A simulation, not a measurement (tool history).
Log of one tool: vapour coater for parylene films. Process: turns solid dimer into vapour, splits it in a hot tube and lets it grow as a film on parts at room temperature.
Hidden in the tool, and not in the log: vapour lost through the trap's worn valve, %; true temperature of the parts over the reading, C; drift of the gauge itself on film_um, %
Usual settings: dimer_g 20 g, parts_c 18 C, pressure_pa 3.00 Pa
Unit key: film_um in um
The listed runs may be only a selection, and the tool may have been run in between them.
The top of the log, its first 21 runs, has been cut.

| run | hour | dimer_g | parts_c | pressure_pa | hours of work since the trap's valve was overhauled | hours of work since the table's thermometer was calibrated | film_um |
|---|---|---|---|---|---|---|---|
| 22 | 366.7 | 20 | 18 | 3.00 | 40 | 387 | 6.51 |
| 23 | 389.8 | 20 | 18 | 3.00 | 52 | 399 | 6.45 |
| 24 | 405.7 | 20 | 13 | 3.00 | 60 | 407 | 8.05 |
| 25 | 423.0 | 20 | 22 | 7.11 | 69 | 416 | 4.79 |
| 26 | 434.4 | 20 | 10 | 7.90 | 75 | 422 | 7.97 |
|  | 443.7 | trap's valve overhauled, once more |
| 27 | 462.0 | 24 | 13 | 4.28 | 9 | 434 | 10.18 |
| 28 | 472.7 | 27 | 16 | 3.00 | 15 | 440 | 10.48 |
| 29 | 494.9 | 24 | 16 | 11.98 | 26 | 451 | 7.73 |
| 30 | 509.6 | 23 | 24 | 2.31 | 34 | 459 | 6.46 |
| 31 | 522.7 | 23 | 18 | 4.66 | 41 | 465 | 7.63 |
| 32 | 540.9 | 20 | 26 | 9.28 | 50 | 475 | 4.24 |
| 33 | 554.3 | 22 | 30 | 5.87 | 57 | 482 | 4.13 |
| 34 | 566.1 | 25 | 18 | 3.29 | 63 | 488 | 8.69 |
| 35 | 590.8 | 25 | 27 | 4.80 | 76 | 500 | 5.52 |
| 36 | 602.5 | 14 | 24 | 3.12 | 82 | 506 | 3.72 |
| 37 | 616.7 | 8 | 12 | 2.45 | 89 | 514 | 3.43 |
| 38 | 626.9 | 20 | 14 | 3.59 | 94 | 519 | 8.08 |
| 39 | 646.2 | 20 | 13 | 10.98 | 104 | 529 | 7.23 |
| 40 | 669.1 | 28 | 13 | 6.83 | 116 | 541 | 10.83 |

Run 41 comes next. What will it give?
| 41 | 680.3 | 16 | 17 | 6.17 | 122 | 546 | ? |

{"run 41": {"film_um": 5.2}}
Take away the tool's hidden state, keep the run-to-run variation as it was, and the same run would have given film_um 5.30 um.
